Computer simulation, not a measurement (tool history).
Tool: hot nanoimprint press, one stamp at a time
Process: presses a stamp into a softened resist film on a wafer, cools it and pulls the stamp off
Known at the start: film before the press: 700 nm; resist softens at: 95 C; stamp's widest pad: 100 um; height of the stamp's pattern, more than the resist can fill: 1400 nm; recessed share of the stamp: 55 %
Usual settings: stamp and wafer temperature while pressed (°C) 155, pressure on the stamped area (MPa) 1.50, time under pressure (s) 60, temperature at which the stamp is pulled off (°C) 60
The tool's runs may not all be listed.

run,hour,stamp and wafer temperature while pressed (°C),pressure on the stamped area (MPa),time under pressure (s),temperature at which the stamp is pulled off (°C),resist left under the stamp's widest pad (angstrom),greatest force while the stamp is pulled off (N)
1,0.0,155,1.50,60,60,3977,371
2,28.8,155,1.50,31,60,4856,377
3,59.2,155,1.37,31,60,4972,388
4,74.9,155,1.37,31,60,4955,395
5,94.2,155,1.37,31,60,4998,415
6,111.6,155,1.50,60,60,4011,434
# hour 134.4: stamp cleaned and given a new release coat
7,135.7,155,1.47,60,60,4016,212
8,160.4,155,1.47,56,60,4138,208
9,190.1,155,1.50,60,60,4026,226
10,209.2,155,1.50,60,60,4008,232
# hour 215.5: plate thermocouple calibrated
11,241.4,155,1.50,60,60,3958,238
12,277.5,155,1.50,60,60,3955,257
13,301.0,146,1.50,60,60,5566,259
14,318.0,146,1.50,60,60,5562,265
15,334.0,146,1.50,60,60,5578,263
16,366.5,146,1.50,60,60,5598,283
17,381.8,146,1.50,60,60,5591,285
18,418.4,156,1.50,60,60,3807,293
19,452.3,156,1.50,60,60,3831,299
20,478.3,156,1.50,53,60,3992,329
21,502.9,147,2.12,104,54,4300,378
22,530.9,147,2.12,104,54,4290,384
23,559.4,147,2.12,104,54,4314,404
24,581.0,147,2.12,50,54,5191,425
25,599.5,155,1.11,60,60,4503,379
26,624.4,155,1.50,54,54,4185,430
27,653.7,165,1.50,54,54,2647,463
28,688.6,165,1.50,54,54,2654,475
# hour 699.9: plate thermocouple calibrated
# hour 721.8: stamp cleaned and given a new release coat
29,733.4,165,1.63,54,49,2489,256
30,756.9,150,1.01,49,50,5593,266

Some steps in resist left under the stamp's widest pad (angstrom) between neighbouring runs. How much of each would the tool show without its hidden state too (settings, what came in, random variation), and how much is left for the hidden state, with any gauge scatter that isn't in both results?
The hidden state here: true temperature over the reading, C; pressure that arrives at the usual setting, %; grip of the stamp's worn release coat, % over a new coat's; drift of the gauge itself on residual_nm, %; drift of the gauge itself on pull_off_n, %.
Run 10 -> 11: plate thermocouple calibrated. resist left under the stamp's widest pad (angstrom) -50: hidden state -73, all else +23.
Run 12 -> 13: stamp and wafer temperature while pressed (°C) 155 -> 146. resist left under the stamp's widest pad (angstrom) +1611: hidden state -6, all else +1617.
Run 17 -> 18: stamp and wafer temperature while pressed (°C) 146 -> 156. resist left under the stamp's widest pad (angstrom) -1784: hidden state +22, all else -1806.
Run 20 -> 21: stamp and wafer temperature while pressed (°C) 156 -> 147, pressure on the stamped area (MPa) 1.50 -> 2.12, time under pressure (s) 53 -> 104, temperature at which the stamp is pulled off (°C) 60 -> 54. resist left under the stamp's widest pad (angstrom) +308: hidden state +40, all else +268.
Run 28 -> 29: pressure on the stamped area (MPa) 1.50 -> 1.63, temperature at which the stamp is pulled off (°C) 54 -> 49, plate thermocouple calibrated, stamp cleaned and given a new release coat. resist left under the stamp's widest pad (angstrom) -165: hidden state -72, all else -93.
Run 29 -> 30: stamp and wafer temperature while pressed (°C) 165 -> 150, pressure on the stamped area (MPa) 1.63 -> 1.01, time under pressure (s) 54 -> 49, temperature at which the stamp is pulled off (°C) 49 -> 50. resist left under the stamp's widest pad (angstrom) +3104: hidden state -29, all else +3133.
